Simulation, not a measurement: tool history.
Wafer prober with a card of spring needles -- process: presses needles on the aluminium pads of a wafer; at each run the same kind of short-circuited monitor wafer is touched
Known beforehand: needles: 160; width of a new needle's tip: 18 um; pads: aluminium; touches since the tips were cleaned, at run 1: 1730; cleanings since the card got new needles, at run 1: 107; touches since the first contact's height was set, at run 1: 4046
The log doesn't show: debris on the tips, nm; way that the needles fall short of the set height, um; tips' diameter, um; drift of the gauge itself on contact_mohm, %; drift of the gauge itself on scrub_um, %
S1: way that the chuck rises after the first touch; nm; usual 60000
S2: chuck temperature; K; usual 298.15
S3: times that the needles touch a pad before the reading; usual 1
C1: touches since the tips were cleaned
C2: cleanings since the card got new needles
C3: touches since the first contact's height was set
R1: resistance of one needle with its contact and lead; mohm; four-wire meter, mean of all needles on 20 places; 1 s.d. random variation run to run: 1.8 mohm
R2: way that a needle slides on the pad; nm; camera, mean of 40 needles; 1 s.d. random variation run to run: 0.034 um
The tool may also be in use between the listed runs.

Run 1, hour 0.0: usual settings; C1 1730; C2 107; C3 4046. Result: R1 260 mohm, R2 9330 nm.
At hour 2.1: tips cleaned on abrasive film.
At hour 7.2: tips cleaned on abrasive film.
At hour 12.0: tips cleaned on abrasive film.
Run 2, hour 14.1: usual settings but S2 366.15 K; C1 1482; C2 110; C3 14104. Result: R1 269 mohm, R2 9240 nm.
At hour 17.2: tips cleaned on abrasive film.
At hour 22.1: tips cleaned on abrasive film.
At hour 27.4: tips cleaned on abrasive film.
Run 3, hour 27.4: usual settings; C1 0; C2 113; C3 23674. Result: R1 198 mohm, R2 9300 nm.
At hour 32.4: tips cleaned on abrasive film.
At hour 37.6: tips cleaned on abrasive film.
Run 4, hour 39.6: usual settings; C1 1479; C2 115; C3 32447. Result: R1 252 mohm, R2 9320 nm.
At hour 42.9: tips cleaned on abrasive film.
At hour 47.8: tips cleaned on abrasive film.
At hour 53.1: tips cleaned on abrasive film.
Run 5, hour 56.2: usual settings; C1 2242; C2 118; C3 44323. Result: R1 285 mohm, R2 9260 nm.
At hour 58.4: tips cleaned on abrasive film.
At hour 63.5: tips cleaned on abrasive film.
At hour 68.6: tips cleaned on abrasive film.
Run 6, hour 70.0: usual settings but S3 2; C1 1021; C2 121; C3 54177. Result: R1 220 mohm, R2 9170 nm.
At hour 73.1: tips cleaned on abrasive film.
At hour 77.8: tips cleaned on abrasive film.
Run 7, hour 77.8: usual settings but S3 2; C1 0; C2 123; C3 59773. Result: R1 195 mohm, R2 9200 nm.
At hour 83.1: tips cleaned on abrasive film.
At hour 87.7: tips cleaned on abrasive film.
Run 8, hour 87.7: usual settings but S2 301.15 K; C1 0; C2 125; C3 66874. Result: R1 205 mohm, R2 9190 nm.
At hour 92.7: tips cleaned on abrasive film.
At hour 97.9: tips cleaned on abrasive film.
Run 9, hour 101.6: usual settings but S1 70000 nm, S2 301.15 K; C1 2727; C2 127; C3 76885. Result: R1 257 mohm, R2 10760 nm.
At hour 102.8: tips cleaned on abrasive film.
At hour 107.9: tips cleaned on abrasive film.
At hour 112.3: tips cleaned on abrasive film.
At hour 117.6: tips cleaned on abrasive film.
Run 10, hour 118.9: usual settings but S3 2; C1 965; C2 131; C3 89247. Result: R1 221 mohm, R2 9140 nm.
At hour 123.0: tips cleaned on abrasive film.
At hour 127.6: tips cleaned on abrasive film.
Run 11, hour 127.6: usual settings; C1 0; C2 133; C3 95434. Result: R1 201 mohm, R2 9050 nm.
At hour 132.7: tips cleaned on abrasive film.
At hour 137.3: tips cleaned on abrasive film.
Run 12, hour 141.2: usual settings; C1 2802; C2 135; C3 105205. Result: R1 293 mohm, R2 9090 nm.
At hour 142.1: tips cleaned on abrasive film.
At hour 147.2: tips cleaned on abrasive film.
At hour 152.4: tips cleaned on abrasive film.
Run 13, hour 153.2: usual settings; C1 624; C2 138; C3 113799. Result: R1 230 mohm, R2 9050 nm.
At hour 157.5: tips cleaned on abrasive film.
At hour 161.9: tips cleaned on abrasive film.
Run 14, hour 161.9: usual settings; C1 0; C2 140; C3 120001. Result: R1 200 mohm, R2 9030 nm.
At hour 167.0: tips cleaned on abrasive film.
At hour 172.4: tips cleaned on abrasive film.
At hour 177.6: tips cleaned on abrasive film.
Run 15, hour 178.0: usual settings but S2 338.15 K; C1 297; C2 143; C3 131534. Result: R1 224 mohm, R2 9070 nm.
At hour 182.0: tips cleaned on abrasive film.
At hour 187.1: tips cleaned on abrasive film.
At hour 192.5: tips cleaned on abrasive film.
Run 16, hour 195.7: usual settings but S2 338.15 K; C1 2324; C2 146; C3 144276. Result: R1 299 mohm, R2 9010 nm.
At hour 196.9: tips cleaned on abrasive film.
At hour 202.2: tips cleaned on abrasive film.
At hour 207.4: tips cleaned on abrasive film.
Run 17, hour 208.0: usual settings but S2 338.15 K; C1 432; C2 149; C3 153047. Result: R1 237 mohm, R2 8970 nm.
At hour 212.0: tips cleaned on abrasive film.
At hour 217.0: tips cleaned on abrasive film.
At hour 222.2: tips cleaned on abrasive film.
Run 18, hour 225.5: usual settings but S2 328.15 K, S3 2; C1 2401; C2 152; C3 165642. Result: R1 258 mohm, R2 8980 nm.
At hour 226.7: tips cleaned on abrasive film.
At hour 231.8: tips cleaned on abrasive film.
At hour 236.6: tips cleaned on abrasive film.
Run 19, hour 239.5: usual settings but S1 71000 nm, S2 330.15 K, S3 3; C1 2091; C2 155; C3 175634. Result: R1 216 mohm, R2 10570 nm.
At hour 241.6: tips cleaned on abrasive film.
At hour 246.9: tips cleaned on abrasive film.
At hour 252.2: tips cleaned on abrasive film.
Run 20, hour 255.4: usual settings but S1 71000 nm, S2 330.15 K, S3 3; C1 2316; C2 158; C3 187063. Result: R1 222 mohm, R2 10640 nm.
At hour 257.3: tips cleaned on abrasive film.
At hour 257.6: height of the first contact set anew.
At hour 262.7: tips cleaned on abrasive film.
At hour 267.0: tips cleaned on abrasive film.
Run 21, hour 267.3: usual settings but S1 51000 nm, S2 302.15 K; C1 198; C2 161; C3 6954. Result: R1 233 mohm, R2 7260 nm.
At hour 271.4: tips cleaned on abrasive film.
At hour 276.3: tips cleaned on abrasive film.
Run 22, hour 278.0: usual settings but S1 51000 nm, S2 302.15 K; C1 1200; C2 163; C3 14630. Result: R1 312 mohm, R2 7200 nm.
At hour 281.2: tips cleaned on abrasive film.
At hour 286.3: height of the first contact set anew, once more.
At hour 286.4: tips cleaned on abrasive film.
Run 23, hour 288.3: usual settings but S1 70000 nm, S3 2; C1 1366; C2 165; C3 1366. Result: R1 217 mohm, R2 10850 nm.
At hour 291.2: tips cleaned on abrasive film.
At hour 296.4: tips cleaned on abrasive film.
Run 24, hour 300.4: usual settings but S1 71000 nm, S2 334.15 K; C1 2980; C2 167; C3 10095. Result: R1 266 mohm, R2 11030 nm.
At hour 301.6: tips cleaned on abrasive film.
At hour 306.9: tips cleaned on abrasive film.
At hour 312.1: tips cleaned on abrasive film.
At hour 316.6: tips cleaned on abrasive film.
Run 25, hour 316.6: usual settings but S1 52000 nm, S2 315.15 K; C1 0; C2 171; C3 21609. Result: R1 211 mohm, R2 8020 nm.
At hour 321.7: tips cleaned on abrasive film.
At hour 326.8: tips cleaned on abrasive film.
At hour 338.8: card fitted with new needles.
Run 26, hour 340.7: usual settings but S1 52000 nm, S2 315.15 K; C1 1403; C2 0; C3 1403. Result: R1 254 mohm, R2 8040 nm.
At hour 344.0: tips cleaned on abrasive film.
At hour 349.1: tips cleaned on abrasive film.
Run 27, hour 352.1: usual settings but S1 52000 nm, S2 315.15 K; C1 2187; C2 2; C3 9546. Result: R1 288 mohm, R2 8070 nm.
At hour 354.2: tips cleaned on abrasive film.
At hour 359.4: tips cleaned on abrasive film.
At hour 364.5: tips cleaned on abrasive film.
Run 28, hour 365.4: usual settings but S1 52000 nm, S2 315.15 K; C1 684; C2 5; C3 19075. Result: R1 234 mohm, R2 8050 nm.
At hour 369.5: tips cleaned on abrasive film.
At hour 374.7: tips cleaned on abrasive film.
Run 29, hour 378.0: usual settings but S1 68000 nm, S2 338.15 K, S3 2; C1 2432; C2 7; C3 28132. Result: R1 229 mohm, R2 10470 nm.

Consider 3 possible next runs. They are alternatives, not a sequence: every one starts from the tool as it was left by run 29. What does each give?
At hour 379.2: tips cleaned on abrasive film.
At hour 384.3: tips cleaned on abrasive film.
At hour 389.0: tips cleaned on abrasive film.
At hour 393.6: tips cleaned on abrasive film.
Run A, hour 393.6: usual settings but S1 43000 nm, S2 386.15 K; C1 0; C2 11; C3 39216. Result: R1 ?, R2 ?.
At hour 379.2: tips cleaned on abrasive film.
At hour 384.3: tips cleaned on abrasive film.
At hour 389.0: tips cleaned on abrasive film.
At hour 393.6: tips cleaned on abrasive film.
Run B, hour 393.6: usual settings but S2 396.15 K; C1 0; C2 11; C3 39216. Result: R1 ?, R2 ?.
At hour 379.2: tips cleaned on abrasive film.
At hour 384.3: tips cleaned on abrasive film.
At hour 389.0: tips cleaned on abrasive film.
At hour 393.6: tips cleaned on abrasive film.
Run C, hour 393.6: usual settings but S1 46000 nm, S2 326.15 K, S3 3; C1 0; C2 11; C3 39216. Result: R1 ?, R2 ?.

run   R1    R2
  A  232  6530
  B  214  9200
  C  207  7070
The same runs, with their run-to-run variation unchanged, on a tool lacking any hidden condition would have given:
run   R1    R2
  A  221  6620
  B  208  9290
  C  203  7160
